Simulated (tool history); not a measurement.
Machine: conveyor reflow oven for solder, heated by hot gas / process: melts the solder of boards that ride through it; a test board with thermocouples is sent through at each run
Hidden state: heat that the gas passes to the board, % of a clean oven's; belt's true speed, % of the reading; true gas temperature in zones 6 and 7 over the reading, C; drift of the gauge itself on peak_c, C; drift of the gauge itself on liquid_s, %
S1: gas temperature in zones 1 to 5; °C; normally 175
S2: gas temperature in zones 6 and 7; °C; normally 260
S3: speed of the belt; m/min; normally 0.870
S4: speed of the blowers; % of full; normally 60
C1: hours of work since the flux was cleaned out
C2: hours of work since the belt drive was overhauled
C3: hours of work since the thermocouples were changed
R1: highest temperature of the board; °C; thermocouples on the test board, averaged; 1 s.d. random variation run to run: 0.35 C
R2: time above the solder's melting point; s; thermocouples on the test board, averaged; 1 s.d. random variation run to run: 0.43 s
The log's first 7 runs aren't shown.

run 8 hour=60.4 | S1=175 S2=260 S3=0.870 S4=60 | C1=51 C2=285 C3=619 | R1=236.8 R2=28.1
run 9 hour=68.0 | S1=175 S2=260 S3=0.870 S4=60 | C1=55 C2=289 C3=623 | R1=236.9 R2=29.1
run 10 hour=74.0 | S1=166 S2=260 S3=0.870 S4=60 | C1=58 C2=292 C3=626 | R1=233.9 R2=24.5
run 11 hour=81.6 | S1=166 S2=260 S3=0.870 S4=60 | C1=62 C2=297 C3=630 | R1=234.4 R2=23.8
run 12 hour=90.2 | S1=166 S2=260 S3=0.870 S4=60 | C1=67 C2=301 C3=635 | R1=234.2 R2=24.4
run 13 hour=97.6 | S1=175 S2=256 S3=0.870 S4=60 | C1=71 C2=305 C3=639 | R1=233.9 R2=25.0
run 14 hour=106.2 | S1=175 S2=260 S3=0.928 S4=60 | C1=76 C2=310 C3=644 | R1=234.6 R2=23.8
run 15 hour=117.9 | S1=175 S2=257 S3=0.870 S4=60 | C1=82 C2=316 C3=650 | R1=234.3 R2=25.6
run 16 hour=129.2 | S1=175 S2=257 S3=0.870 S4=60 | C1=88 C2=323 C3=656 | R1=234.6 R2=25.6
run 17 hour=138.9 | S1=184 S2=257 S3=0.870 S4=53 | C1=94 C2=328 C3=662 | R1=233.6 R2=26.9
run 18 hour=143.8 | S1=175 S2=263 S3=0.870 S4=57 | C1=97 C2=331 C3=664 | R1=237.2 R2=29.5
run 19 hour=151.9 | S1=175 S2=263 S3=0.870 S4=57 | C1=101 C2=335 C3=669 | R1=237.6 R2=28.9
run 20 hour=163.6 | S1=175 S2=260 S3=0.756 S4=52 | C1=107 C2=341 C3=675 | R1=237.9 R2=35.3
-- hour=168.7 belt drive overhauled, speed set with a stopwatch
run 21 hour=179.5 | S1=175 S2=249 S3=0.920 S4=60 | C1=114 C2=6 C3=682 | R1=226.6 R2=16.0
-- hour=193.3 belt drive overhauled, speed set with a stopwatch, once more
run 22 hour=195.1 | S1=175 S2=249 S3=0.920 S4=60 | C1=120 C2=1 C3=688 | R1=226.1 R2=14.1
run 23 hour=204.9 | S1=168 S2=260 S3=0.907 S4=61 | C1=126 C2=6 C3=693 | R1=232.3 R2=21.8
run 24 hour=215.7 | S1=168 S2=260 S3=0.907 S4=70 | C1=131 C2=12 C3=699 | R1=236.9 R2=26.3
run 25 hour=222.2 | S1=180 S2=260 S3=0.907 S4=70 | C1=135 C2=16 C3=703 | R1=240.0 R2=31.7
run 26 hour=233.2 | S1=180 S2=272 S3=0.986 S4=70 | C1=141 C2=22 C3=709 | R1=246.0 R2=31.6
run 27 hour=238.6 | S1=180 S2=272 S3=0.986 S4=70 | C1=144 C2=25 C3=712 | R1=244.8 R2=32.7
run 28 hour=249.1 | S1=174 S2=260 S3=0.877 S4=60 | C1=150 C2=31 C3=718 | R1=235.8 R2=26.2
run 29 hour=256.2 | S1=176 S2=260 S3=0.915 S4=60 | C1=154 C2=34 C3=722 | R1=233.6 R2=23.8
run 30 hour=267.6 | S1=176 S2=260 S3=0.915 S4=60 | C1=160 C2=41 C3=728 | R1=234.1 R2=25.1
run 31 hour=273.0 | S1=168 S2=260 S3=0.870 S4=54 | C1=163 C2=44 C3=731 | R1=231.6 R2=20.4

Forecast each of these 4 alternatives for the next run:
run A hour=280.3 | S1=168 S2=257 S3=0.870 S4=73 | C1=167 C2=48 C3=735 | R1=? R2=?
run B hour=280.3 | S1=175 S2=250 S3=0.870 S4=65 | C1=167 C2=48 C3=735 | R1=? R2=?
run C hour=280.3 | S1=187 S2=263 S3=0.870 S4=78 | C1=167 C2=48 C3=735 | R1=? R2=?
run D hour=280.3 | S1=179 S2=260 S3=0.870 S4=60 | C1=167 C2=48 C3=735 | R1=? R2=?

run=A R1=237.2 R2=28.4
run=B R1=230.0 R2=23.5
run=C R1=248.2 R2=42.6
run=D R1=237.5 R2=29.9
The same runs, with their run-to-run variation unchanged, on a tool lacking any hidden condition would have given:
run=A R1=235.8 R2=27.4
run=B R1=228.6 R2=22.1
run=C R1=246.8 R2=41.8
run=D R1=236.1 R2=28.8
